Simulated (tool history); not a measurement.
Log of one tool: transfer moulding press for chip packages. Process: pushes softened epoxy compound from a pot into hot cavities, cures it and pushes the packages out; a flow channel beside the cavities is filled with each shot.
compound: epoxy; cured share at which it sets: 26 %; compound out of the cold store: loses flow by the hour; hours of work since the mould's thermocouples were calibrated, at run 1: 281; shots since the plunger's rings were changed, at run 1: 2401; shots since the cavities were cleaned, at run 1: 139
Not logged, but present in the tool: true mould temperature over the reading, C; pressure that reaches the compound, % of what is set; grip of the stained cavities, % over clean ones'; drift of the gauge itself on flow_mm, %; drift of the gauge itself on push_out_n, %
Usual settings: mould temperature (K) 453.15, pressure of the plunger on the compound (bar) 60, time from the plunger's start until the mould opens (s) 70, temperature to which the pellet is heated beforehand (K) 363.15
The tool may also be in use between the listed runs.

run	hour	mould temperature (K)	pressure of the plunger on the compound (bar)	time from the plunger's start until the mould opens (s)	temperature to which the pellet is heated beforehand (K)	hours of work since the mould's thermocouples were calibrated	shots since the plunger's rings were changed	shots since the cavities were cleaned	incoming compound's hours out of the cold store	length that the compound runs in the flow channel (mm)	greatest force on the pins that push the packages out (N)
1	0	453.15	60	70	363.15	281	2401	139	14.2	752	821
# hour 30: cavities cleaned with cleaning compound and waxed
2	35.8	453.15	60	70	363.15	299	2895	82	45.2	645	742
# hour 71.6: cavities cleaned with cleaning compound and waxed
3	83.2	453.15	60	70	363.15	324	3558	168	33.3	688	731
# hour 112.1: cavities cleaned with cleaning compound and waxed
4	121.3	453.15	54.6	70	363.15	343	4085	133	33.4	645	747
# hour 153.6: cavities cleaned with cleaning compound and waxed
5	176.4	453.15	54.6	70	363.15	372	4858	329	10.9	734	812
# hour 194.4: cavities cleaned with cleaning compound and waxed
# hour 233.8: cavities cleaned with cleaning compound and waxed
6	233.8	453.15	54.6	70	363.15	401	5641	0	23.9	681	784
# hour 241.2: plunger's sealing rings changed
7	266.1	453.15	60	100	363.15	417	359	430	18.1	741	446
# hour 279: cavities cleaned with cleaning compound and waxed
# hour 318.4: cavities cleaned with cleaning compound and waxed
8	324.5	452.15	60	100	363.15	446	1158	87	40.7	664	448
9	348.6	452.15	51.1	100	363.15	459	1506	435	44.3	599	444
# hour 358.4: cavities cleaned with cleaning compound and waxed
10	387.5	452.15	51.1	100	363.15	479	2045	420	40.2	612	461
# hour 399.8: cavities cleaned with cleaning compound and waxed
11	433.1	452.15	51.1	100	363.15	503	2680	480	43.5	603	460
# hour 440.2: cavities cleaned with cleaning compound and waxed
# hour 481.9: cavities cleaned with cleaning compound and waxed
12	491.9	452.15	51.1	100	363.15	533	3485	144	45.1	594	451
# hour 522.4: cavities cleaned with cleaning compound and waxed
13	522.4	452.15	51.1	100	363.15	548	3902	0	36.4	621	447
14	547.1	458.15	52.5	70	363.15	561	4258	356	22	660	573
# hour 562.3: cavities cleaned with cleaning compound and waxed
15	596.4	453.15	64.4	51	363.15	587	4947	491	33.3	704	1657
# hour 601.6: cavities cleaned with cleaning compound and waxed
# hour 640.7: cavities cleaned with cleaning compound and waxed
16	644.8	453.15	60	71	364.15	611	5603	60	31.5	689	698
# hour 656.6: plunger's sealing rings changed
# hour 682.2: cavities cleaned with cleaning compound and waxed
17	702.1	453.15	74.1	52	363.15	639	635	287	15	835	1710
# hour 724.2: cavities cleaned with cleaning compound and waxed
18	744.9	453.15	54.6	110	363.15	662	1230	299	37.5	637	434
# hour 766.9: cavities cleaned with cleaning compound and waxed
19	796.3	453.15	54.6	110	363.15	688	1949	424	47.1	608	422
# hour 806.3: cavities cleaned with cleaning compound and waxed
# hour 844.7: cavities cleaned with cleaning compound and waxed
20	854.8	453.15	63.4	99	368.15	718	2750	146	26.8	727	440
21	881.3	457.15	45.4	70	363.15	732	3130	526	21.1	624	625
# hour 886.6: cavities cleaned with cleaning compound and waxed
22	906.9	448.15	47.3	57	360.15	745	3478	293	32.1	621	1705
# hour 929: cavities cleaned with cleaning compound and waxed
23	934.7	460.15	64.8	62	363.15	759	3858	82	19.7	739	719
24	958.6	453.15	60	102	363.15	772	4201	425	40.8	659	439
# hour 968.3: cavities cleaned with cleaning compound and waxed
25	995	459.15	60	70	359.15	790	4704	384	8.6	759	594
# hour 1011.1: cavities cleaned with cleaning compound and waxed
26	1038	447.15	60.5	65	372.15	812	5303	388	26.4	725	1295

Below are 4 alternative next runs, each starting from the tool's condition after run 26. Predict each:
# hour 1051: cavities cleaned with cleaning compound and waxed
# hour 1070.2: plunger's sealing rings changed
A	1078.3	447.15	60.5	65	355.15	832	117	358	42.8	?	?
# hour 1051: cavities cleaned with cleaning compound and waxed
# hour 1070.2: plunger's sealing rings changed
B	1078.3	450.15	60	99	353.15	832	117	358	44	?	?
# hour 1051: cavities cleaned with cleaning compound and waxed
# hour 1070.2: plunger's sealing rings changed
C	1078.3	447.15	60.5	64	354.15	832	117	358	10.9	?	?
# hour 1051: cavities cleaned with cleaning compound and waxed
# hour 1070.2: plunger's sealing rings changed
D	1078.3	450.15	63.9	65	358.15	832	117	358	34.5	?	?

run	length that the compound runs in the flow channel (mm)	greatest force on the pins that push the packages out (N)
A	676	1306
B	655	476
C	797	1577
D	711	1115
What these runs would have given with no unlogged condition in the tool:
run	length that the compound runs in the flow channel (mm)	greatest force on the pins that push the packages out (N)
A	676	1298
B	655	474
C	797	1568
D	711	1109
